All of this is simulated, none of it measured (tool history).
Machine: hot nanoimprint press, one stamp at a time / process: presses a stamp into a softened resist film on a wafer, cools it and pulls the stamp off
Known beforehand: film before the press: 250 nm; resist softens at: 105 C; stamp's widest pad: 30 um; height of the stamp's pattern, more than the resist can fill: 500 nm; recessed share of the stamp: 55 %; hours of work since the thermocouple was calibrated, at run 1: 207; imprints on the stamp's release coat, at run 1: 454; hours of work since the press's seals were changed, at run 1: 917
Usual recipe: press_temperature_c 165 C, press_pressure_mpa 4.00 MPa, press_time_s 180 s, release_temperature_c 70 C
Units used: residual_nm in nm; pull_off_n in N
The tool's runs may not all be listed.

| run | hour | press_temperature_c | press_pressure_mpa | press_time_s | release_temperature_c | hours of work since the thermocouple was calibrated | imprints on the stamp's release coat | hours of work since the press's seals were changed | residual_nm | pull_off_n |
|---|---|---|---|---|---|---|---|---|---|---|
| 1 | 0.0 | 165 | 4.00 | 180 | 70 | 207 | 454 | 917 | 132.9 | 208 |
| 2 | 72.1 | 165 | 4.00 | 180 | 70 | 243 | 664 | 952 | 134.4 | 216 |
| 3 | 163.1 | 165 | 4.00 | 180 | 70 | 288 | 928 | 997 | 135.6 | 217 |
| 4 | 229.7 | 165 | 4.38 | 180 | 70 | 320 | 1122 | 1030 | 130.8 | 227 |
|  | 294.2 | plate thermocouple calibrated |
| 5 | 306.4 | 165 | 4.38 | 180 | 70 | 6 | 1336 | 1066 | 126.7 | 226 |
| 6 | 361.4 | 165 | 4.00 | 180 | 70 | 33 | 1496 | 1093 | 133.4 | 228 |
| 7 | 440.4 | 165 | 4.00 | 220 | 70 | 72 | 1726 | 1132 | 123.2 | 244 |
| 8 | 483.9 | 165 | 3.75 | 180 | 70 | 93 | 1852 | 1154 | 137.5 | 247 |
|  | 530.6 | stamp cleaned and given a new release coat |
| 9 | 542.5 | 165 | 3.75 | 180 | 70 | 119 | 34 | 1179 | 136.1 | 201 |
| 10 | 630.4 | 165 | 4.00 | 180 | 62 | 162 | 290 | 1223 | 134.9 | 232 |
|  | 698.7 | press's hydraulic seals changed and the load cell set to zero |
| 11 | 698.7 | 165 | 4.00 | 180 | 70 | 192 | 465 | 0 | 129.4 | 205 |
| 12 | 784.6 | 165 | 4.00 | 180 | 70 | 234 | 715 | 42 | 128.0 | 215 |
| 13 | 865.5 | 165 | 3.80 | 335 | 70 | 274 | 950 | 82 | 104.3 | 223 |
| 14 | 937.3 | 165 | 4.49 | 180 | 66 | 310 | 1159 | 117 | 126.7 | 237 |
| 15 | 1001.2 | 165 | 4.49 | 180 | 71 | 341 | 1345 | 149 | 126.8 | 226 |
|  | 1021.0 | plate thermocouple calibrated |
| 16 | 1078.0 | 173 | 4.00 | 180 | 70 | 28 | 1559 | 185 | 98.5 | 237 |
| 17 | 1122.3 | 172 | 4.00 | 133 | 71 | 50 | 1688 | 207 | 114.9 | 229 |
| 18 | 1212.1 | 172 | 4.43 | 133 | 69 | 94 | 1949 | 251 | 110.1 | 251 |
|  | 1227.5 | stamp cleaned and given a new release coat |
| 19 | 1260.6 | 157 | 2.71 | 192 | 77 | 115 | 96 | 272 | 178.8 | 177 |

What does the tool deliver on the next run?
| 20 | 1348.5 | 165 | 3.05 | 346 | 58 | 158 | 351 | 315 | ? | ? |

Run 20 gave residual_nm 113.2 nm, pull_off_n 256 N.
Without the tool's hidden state the same run would have given residual_nm 109.7 nm, pull_off_n 243 N.
